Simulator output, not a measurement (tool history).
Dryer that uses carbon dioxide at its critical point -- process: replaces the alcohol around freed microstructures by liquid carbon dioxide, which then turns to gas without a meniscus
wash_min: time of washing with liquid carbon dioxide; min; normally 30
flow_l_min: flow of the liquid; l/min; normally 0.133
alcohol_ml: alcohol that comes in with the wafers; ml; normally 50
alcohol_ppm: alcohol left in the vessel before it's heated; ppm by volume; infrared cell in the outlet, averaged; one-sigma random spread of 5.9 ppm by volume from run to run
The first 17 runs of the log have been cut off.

run	hour	wash_min	flow_l_min	alcohol_ml	hours of work since the filter was changed	hours of work since the purifier's bed was changed	alcohol_ppm
18	376.3	30	0.133	93	188	867	892
19	395.5	30	0.145	50	198	878	394
20	419.2	34	0.147	85	212	891	345
21	446.1	34	0.147	85	227	906	354
22	472.5	23	0.147	85	242	921	1932
23	486.4	27	0.147	73	249	929	887
24	513.7	27	0.147	73	265	944	916
25	538	27	0.147	51	278	958	728
26	564.6	27	0.131	31	293	973	810
27	591.3	27	0.131	31	308	988	823
# hour 603.2: inlet filter changed
28	609.6	27	0.131	31	4	997	448
29	624.6	27	0.131	31	12	1006	457
30	654.4	27	0.131	65	29	1023	794
31	670.7	30	0.178	113	38	1032	246
32	693.3	30	0.178	64	51	1045	217
33	718.8	30	0.171	49	65	1059	232
34	731.9	30	0.171	49	72	1066	239
35	746.2	38	0.207	24	80	1074	185
36	763.6	18	0.12	25	90	1084	2305

Here are 5 independent what-if runs from the current tool condition. What would each one return?
A	778.1	32	0.199	34	98	1092	?
B	778.1	38	0.215	23	98	1092	?
C	778.1	18	0.132	25	98	1092	?
D	778.1	28	0.133	50	98	1092	?
E	778.1	35	0.117	31	98	1092	?

run	alcohol_ppm
A	196
B	188
C	1752
D	623
E	357
Without the tool's hidden state the same runs would have given:
run	alcohol_ppm
A	8
B	6
C	1279
D	315
E	124

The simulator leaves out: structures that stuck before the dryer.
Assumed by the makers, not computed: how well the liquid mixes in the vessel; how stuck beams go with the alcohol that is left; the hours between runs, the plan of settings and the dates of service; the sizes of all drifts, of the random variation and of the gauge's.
